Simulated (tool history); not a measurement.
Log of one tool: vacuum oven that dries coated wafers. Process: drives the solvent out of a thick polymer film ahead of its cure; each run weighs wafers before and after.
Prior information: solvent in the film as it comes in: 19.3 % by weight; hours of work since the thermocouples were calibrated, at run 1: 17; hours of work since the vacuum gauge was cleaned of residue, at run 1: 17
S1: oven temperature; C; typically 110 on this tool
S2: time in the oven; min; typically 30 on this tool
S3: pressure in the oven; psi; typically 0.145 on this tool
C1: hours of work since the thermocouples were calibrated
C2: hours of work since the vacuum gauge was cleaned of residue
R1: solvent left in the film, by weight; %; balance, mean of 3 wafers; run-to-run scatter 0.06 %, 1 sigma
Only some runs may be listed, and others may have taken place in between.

run	day	S1	S2	S3	C1	C2	R1
1	0	110	30	0.145	17	17	3.28
2	2.462	110	30	0.145	43	43	3.26
3	5.217	120	30	0.145	72	72	1.52
4	8.879	120	30	0.145	110	110	1.56
5	13.888	110	30	0.145	162	162	3.2
6	16.971	110	30	0.145	194	194	3.34
7	19.817	110	30	0.145	224	224	3.17
8	24.258	110	30	0.145	270	270	3.21
9	27.458	110	30	0.145	303	303	3.31
10	31.617	123	30	0.145	346	346	1.27
11	35.733	123	30	0.145	389	389	1.27
12	38	123	30	0.145	413	413	1.23
13	40.975	123	30	0.145	444	444	1.28
14	45.542	123	30	0.145	492	492	1.2
15	50.308	123	30	0.145	541	541	1.27
16	54.7	123	30	0.145	587	587	1.29
17	58.079	123	30	0.145	622	622	1.36
18	61.629	110	31	0.145	659	659	3.03
19	64.975	110	31	0.145	694	694	3.08
20	67.162	110	30	0.145	717	717	3.19
21	69.375	110	30	0.145	740	740	3.23
22	72.388	110	28	0.145	771	771	3.54
23	74.775	109	28	0.145	796	796	3.69
24	79.117	109	28	0.145	841	841	3.78
25	84.004	109	28	0.145	892	892	3.77
26	87.192	101	15	0.073	925	925	8.91
27	89.904	124	25	0.489	954	954	2.25
# day 93.262: oven's thermocouples calibrated
28	93.3	120	36	0.078	0	988	1.03
29	97.208	110	32	0.145	41	1029	3.05
30	101.892	120	30	0.145	90	1078	1.6
31	105.1	108	25	0.145	123	1111	4.64
32	107.721	99	16	0.321	151	1138	9.53
33	111.521	98	16	0.321	190	1178	9.59
34	113.658	110	30	0.135	212	1200	3.31
35	117.371	110	30	0.135	251	1239	3.13
36	120.604	123	33	0.497	285	1272	1.43
37	123.983	123	33	0.497	320	1308	1.6
38	128.958	106	23	0.558	372	1359	6.31
39	131.558	125	46	0.145	399	1386	0.37
40	134.146	115	31	0.145	426	1413	2.33
41	138.096	112	48	0.263	467	1455	1.45
42	140.917	112	48	0.263	496	1484	1.43
43	145.233	110	30	0.205	541	1529	3.28
44	149.708	103	30	0.139	588	1576	4.82
45	153.404	102	25	0.139	626	1614	5.9
46	156.071	99	18	0.145	654	1642	8.32
47	160.808	99	34	0.152	703	1691	4.93

Here are 4 independent what-if runs from the current tool condition. What would each one return?
A	163.821	113	30	0.145	735	1723	?
B	163.821	112	20	0.345	735	1723	?
C	163.821	109	37	0.145	735	1723	?
D	163.821	118	37	0.152	735	1723	?

run	R1
A	2.66
B	5.2
C	2.46
D	1.26
With the hidden condition removed and each run's random variation left untouched, the same runs would have given:
run	R1
A	2.63
B	5.17
C	2.43
D	1.24
